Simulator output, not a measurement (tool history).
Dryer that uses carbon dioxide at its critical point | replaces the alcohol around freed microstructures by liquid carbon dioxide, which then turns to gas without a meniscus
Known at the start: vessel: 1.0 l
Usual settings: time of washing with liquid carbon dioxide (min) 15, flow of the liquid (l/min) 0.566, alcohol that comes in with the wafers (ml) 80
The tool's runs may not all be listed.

run,hour,time of washing with liquid carbon dioxide (min),flow of the liquid (l/min),alcohol that comes in with the wafers (ml),alcohol left in the vessel before it's heated (ppm by volume)
1,0.0,15,0.566,80,100
2,22.4,15,0.566,89,105
3,42.7,15,0.566,89,111
4,70.9,15,0.566,89,38
5,103.6,15,0.435,80,224
6,137.9,15,0.566,80,41
7,165.4,9,0.566,80,770
8,184.0,9,0.566,80,781
9,214.7,15,0.566,80,61
10,243.5,15,0.566,55,43
11,266.3,15,0.566,43,43
12,295.4,15,0.566,44,48
13,314.6,15,0.566,44,45
14,330.0,15,0.566,44,56
15,348.0,15,0.616,80,42
16,373.6,15,0.616,80,50
17,402.6,11,0.641,50,115
18,426.8,11,0.641,50,118
19,455.4,20,0.751,50,21
20,483.6,20,0.838,22,33
21,501.5,15,0.566,87,76
22,523.9,10,0.566,80,628
23,557.6,11,0.426,80,1561
24,589.4,17,0.383,80,373
25,618.0,15,0.566,36,72
26,647.2,15,0.407,36,263
27,678.4,15,0.407,36,268
28,709.3,15,0.407,36,162
29,734.4,15,0.697,34,44
30,759.3,15,0.600,99,71
31,774.9,15,0.600,99,71

Taken out of this log: 2 entries between the listed runs. Where each belongs, and how the hidden state differs across it:
Between runs 3 and 4: purifier's bed changed (hour 54.4)
  flow that reaches the vessel past the clogged filter, %: 97.9 -> 97.4; alcohol in the recycled carbon dioxide, ppm: 75.8 -> 6.7
  measured less the result without the state, alcohol left in the vessel before it's heated (ppm by volume): +74 -> +8
Between runs 27 and 28: inlet filter changed (hour 698.1)
  flow that reaches the vessel past the clogged filter, %: 88 -> 99.5; alcohol in the recycled carbon dioxide, ppm: 42.6 -> 44.2
  measured less the result without the state, alcohol left in the vessel before it's heated (ppm by volume): +150 -> +43
